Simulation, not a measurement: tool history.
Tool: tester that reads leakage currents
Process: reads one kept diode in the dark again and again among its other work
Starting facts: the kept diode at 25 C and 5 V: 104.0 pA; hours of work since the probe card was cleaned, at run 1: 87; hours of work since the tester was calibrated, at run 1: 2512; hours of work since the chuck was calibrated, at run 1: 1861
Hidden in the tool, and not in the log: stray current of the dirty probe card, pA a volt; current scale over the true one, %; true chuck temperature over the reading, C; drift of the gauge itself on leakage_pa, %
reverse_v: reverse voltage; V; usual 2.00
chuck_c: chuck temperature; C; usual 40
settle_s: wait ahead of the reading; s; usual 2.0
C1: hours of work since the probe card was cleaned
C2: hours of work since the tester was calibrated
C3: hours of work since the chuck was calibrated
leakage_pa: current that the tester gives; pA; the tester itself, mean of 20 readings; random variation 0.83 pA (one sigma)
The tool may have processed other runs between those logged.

run 1 hour=0.0 | reverse_v=2.00 chuck_c=40 settle_s=2.0 | C1=87 C2=2512 C3=1861 | leakage_pa=266.08
run 2 hour=110.7 | reverse_v=2.00 chuck_c=40 settle_s=0.6 | C1=166 C2=2592 C3=1940 | leakage_pa=266.18
run 3 hour=190.7 | reverse_v=2.00 chuck_c=40 settle_s=2.0 | C1=223 C2=2649 C3=1997 | leakage_pa=265.16
run 4 hour=269.6 | reverse_v=2.00 chuck_c=40 settle_s=2.0 | C1=280 C2=2705 C3=2053 | leakage_pa=264.79
run 5 hour=366.5 | reverse_v=2.00 chuck_c=40 settle_s=2.0 | C1=349 C2=2774 C3=2123 | leakage_pa=264.83
run 6 hour=447.8 | reverse_v=2.00 chuck_c=40 settle_s=2.0 | C1=407 C2=2833 C3=2181 | leakage_pa=262.64
run 7 hour=498.9 | reverse_v=2.00 chuck_c=40 settle_s=2.0 | C1=444 C2=2869 C3=2217 | leakage_pa=265.20
run 8 hour=574.6 | reverse_v=2.00 chuck_c=40 settle_s=2.0 | C1=498 C2=2923 C3=2272 | leakage_pa=264.52
run 9 hour=655.5 | reverse_v=2.00 chuck_c=40 settle_s=2.0 | C1=556 C2=2981 C3=2329 | leakage_pa=262.66
run 10 hour=704.9 | reverse_v=2.00 chuck_c=40 settle_s=2.0 | C1=591 C2=3016 C3=2365 | leakage_pa=262.20
run 11 hour=779.8 | reverse_v=2.00 chuck_c=40 settle_s=2.0 | C1=645 C2=3070 C3=2418 | leakage_pa=261.33
-- hour=868.4 chuck's temperature calibrated
run 12 hour=877.9 | reverse_v=2.00 chuck_c=40 settle_s=2.0 | C1=713 C2=3139 C3=7 | leakage_pa=281.14
run 13 hour=957.4 | reverse_v=2.00 chuck_c=40 settle_s=2.0 | C1=770 C2=3196 C3=64 | leakage_pa=279.00
run 14 hour=1056.2 | reverse_v=2.00 chuck_c=40 settle_s=2.0 | C1=841 C2=3266 C3=134 | leakage_pa=279.76
run 15 hour=1130.5 | reverse_v=2.00 chuck_c=40 settle_s=2.0 | C1=894 C2=3319 C3=187 | leakage_pa=277.52
run 16 hour=1215.9 | reverse_v=2.00 chuck_c=40 settle_s=2.0 | C1=955 C2=3380 C3=248 | leakage_pa=278.70

Run 17 is up next; what results do you expect?
run 17 hour=1287.3 | reverse_v=7.68 chuck_c=34 settle_s=2.0 | C1=1006 C2=3431 C3=299 | leakage_pa=?

{"run 17": {"leakage_pa": 283.09}}
Take away the tool's hidden state, keep the run-to-run variation as it was, and the same run would have given leakage_pa 278.30 pA.

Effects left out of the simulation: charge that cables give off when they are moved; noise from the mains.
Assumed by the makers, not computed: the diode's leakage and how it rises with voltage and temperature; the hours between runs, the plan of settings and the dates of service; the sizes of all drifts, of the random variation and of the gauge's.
